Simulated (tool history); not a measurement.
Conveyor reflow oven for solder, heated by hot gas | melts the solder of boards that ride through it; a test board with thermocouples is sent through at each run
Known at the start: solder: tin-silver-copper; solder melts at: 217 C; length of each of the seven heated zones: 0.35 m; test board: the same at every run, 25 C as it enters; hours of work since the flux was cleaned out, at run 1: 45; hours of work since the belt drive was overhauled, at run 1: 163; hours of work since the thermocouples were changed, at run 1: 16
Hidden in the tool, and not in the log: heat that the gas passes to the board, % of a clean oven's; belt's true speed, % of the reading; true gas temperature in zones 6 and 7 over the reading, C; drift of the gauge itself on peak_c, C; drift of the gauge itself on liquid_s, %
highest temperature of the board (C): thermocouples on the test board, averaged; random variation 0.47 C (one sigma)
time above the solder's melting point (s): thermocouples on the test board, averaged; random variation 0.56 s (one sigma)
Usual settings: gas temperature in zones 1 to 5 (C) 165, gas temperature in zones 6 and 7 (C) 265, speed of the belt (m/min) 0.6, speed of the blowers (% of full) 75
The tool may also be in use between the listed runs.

run    day  gas temperature in zones 1 to 5 (C)  gas temperature in zones 6 and 7 (C)  speed of the belt (m/min)  speed of the blowers (% of full)  hours of work since the flux was cleaned out  hours of work since the belt drive was overhauled  hours of work since the thermocouples were changed  highest temperature of the board (C)  time above the solder's melting point (s)
  1      0                                  165                                   265                        0.6                                75                                            45                                                163                                                  16                                 244.8                                       42.2
  2  0.754                                  165                                   265                        0.6                                75                                            55                                                173                                                  26                                   245                                       42.9
  3  1.296                                  165                                   265                        0.6                                75                                            62                                                180                                                  33                                 245.4                                       43.6
  4  1.933                                  165                                   265                        0.6                                75                                            70                                                188                                                  41                                 245.5                                       43.9
  5  2.412                                  165                                   265                        0.6                                75                                            77                                                194                                                  48                                 244.5                                       41.5
     2.696  -- flux residue cleaned out of gas plates and filters
  6  3.196                                  165                                   265                        0.6                                75                                             6                                                202                                                  55                                   244                                       43.4
  7  3.721                                  156                                   255                      0.706                                51                                            13                                                209                                                  62                                 217.1                                        1.5
     4.054  -- flux residue cleaned out of gas plates and filters, once more
  8  4.488                                  156                                   255                      0.706                                51                                             6                                                216                                                  69                                 218.1                                        3.2
  9  5.079                                  156                                   255                      0.706                                51                                            13                                                224                                                  77                                   219                                        2.4
 10  5.696                                  165                                   266                      0.644                                75                                            21                                                232                                                  85                                 243.4                                       39.1
 11  6.404                                  150                                   265                        0.6                                78                                            30                                                241                                                  94                                 243.5                                       38.3

Forecast each of these 3 alternatives for the next run:
  A  6.812                                  165                                   260                        0.6                                75                                            36                                                246                                                  99                                     ?                                          ?
  B  6.812                                  179                                   264                      0.575                                75                                            36                                                246                                                  99                                     ?                                          ?
  C  6.812                                  150                                   265                      0.664                                78                                            36                                                246                                                  99                                     ?                                          ?

run  highest temperature of the board (C)  time above the solder's melting point (s)
  A                                 242.3                                       40.2
  B                                 248.6                                       54.7
  C                                 238.9                                       30.3
Without the tool's hidden state the same runs would have given:
run  highest temperature of the board (C)  time above the solder's melting point (s)
  A                                 242.3                                       39.9
  B                                 248.5                                       54.4
  C                                 238.9                                       30.1

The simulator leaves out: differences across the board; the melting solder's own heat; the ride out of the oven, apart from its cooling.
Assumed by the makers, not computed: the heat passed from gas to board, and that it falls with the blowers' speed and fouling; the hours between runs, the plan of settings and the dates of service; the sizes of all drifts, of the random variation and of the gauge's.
